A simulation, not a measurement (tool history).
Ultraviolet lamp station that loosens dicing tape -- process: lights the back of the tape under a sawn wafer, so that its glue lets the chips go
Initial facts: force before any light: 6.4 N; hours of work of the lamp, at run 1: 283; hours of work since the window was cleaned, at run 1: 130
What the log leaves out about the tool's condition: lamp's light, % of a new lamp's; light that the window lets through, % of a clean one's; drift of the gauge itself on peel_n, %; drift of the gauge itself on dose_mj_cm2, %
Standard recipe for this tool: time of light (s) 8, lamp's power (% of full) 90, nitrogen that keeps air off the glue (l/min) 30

| run | hour | time of light (s) | lamp's power (% of full) | nitrogen that keeps air off the glue (l/min) | hours of work of the lamp | hours of work since the window was cleaned | force that peels the tape off (N) | light that reached the tape (mJ/cm²) |
|---|---|---|---|---|---|---|---|---|
| 1 | 0.0 | 8 | 90 | 30 | 283 | 130 | 0.777 | 410 |
| 2 | 14.2 | 8 | 90 | 30 | 291 | 138 | 0.767 | 408 |
| 3 | 21.5 | 8 | 90 | 30 | 295 | 142 | 0.773 | 404 |
| 4 | 32.1 | 8 | 71 | 30 | 301 | 148 | 1.212 | 311 |
| 5 | 38.1 | 8 | 71 | 30 | 304 | 152 | 1.227 | 314 |
| 6 | 45.7 | 8 | 71 | 30 | 309 | 156 | 1.249 | 313 |
| 7 | 59.2 | 8 | 71 | 30 | 316 | 163 | 1.262 | 309 |
| 8 | 72.8 | 8 | 89 | 30 | 324 | 171 | 0.888 | 384 |
| 9 | 84.4 | 8 | 89 | 30 | 330 | 178 | 0.888 | 379 |
| 10 | 98.3 | 8 | 90 | 30 | 338 | 185 | 0.874 | 380 |
| 11 | 106.5 | 8 | 90 | 30 | 343 | 190 | 0.931 | 372 |
| 12 | 114.1 | 8 | 90 | 30 | 347 | 194 | 0.878 | 374 |
| 13 | 121.3 | 8 | 90 | 30 | 351 | 198 | 0.926 | 374 |
| 14 | 132.6 | 8 | 90 | 30 | 357 | 205 | 0.913 | 371 |
| 15 | 139.0 | 6 | 90 | 30 | 361 | 208 | 1.487 | 275 |
|  | 148.2 | window cleaned of glue's vapour |
| 16 | 150.4 | 8 | 90 | 30 | 367 | 1 | 0.652 | 439 |
| 17 | 156.8 | 8 | 90 | 34 | 371 | 5 | 0.659 | 434 |
| 18 | 162.6 | 8 | 90 | 24 | 374 | 8 | 0.758 | 440 |
| 19 | 172.4 | 4 | 92 | 35 | 379 | 14 | 1.932 | 219 |
| 20 | 181.8 | 7 | 90 | 16 | 385 | 19 | 1.218 | 380 |
| 21 | 193.0 | 11 | 90 | 16 | 391 | 25 | 0.501 | 593 |
| 22 | 203.2 | 9 | 83 | 22 | 397 | 31 | 0.769 | 438 |
| 23 | 215.7 | 9 | 85 | 30 | 404 | 38 | 0.626 | 446 |
| 24 | 223.4 | 9 | 62 | 58 | 408 | 42 | 0.958 | 322 |
| 25 | 234.8 | 6 | 71 | 58 | 414 | 48 | 1.486 | 244 |
| 26 | 242.9 | 8 | 86 | 10 | 419 | 53 | 1.359 | 401 |

Run 27, settings as shown, results not yet in. Your forecast:
| 27 | 249.5 | 15 | 94 | 30 | 423 | 57 | ? | ? |

{"run 27": {"force that peels the tape off (N)": 0.147, "light that reached the tape (mJ/cm²)": 792}}
If the tool had no hidden condition, the same run with the same run-to-run variation would have returned force that peels the tape off (N) 0.083, light that reached the tape (mJ/cm²) 1031.

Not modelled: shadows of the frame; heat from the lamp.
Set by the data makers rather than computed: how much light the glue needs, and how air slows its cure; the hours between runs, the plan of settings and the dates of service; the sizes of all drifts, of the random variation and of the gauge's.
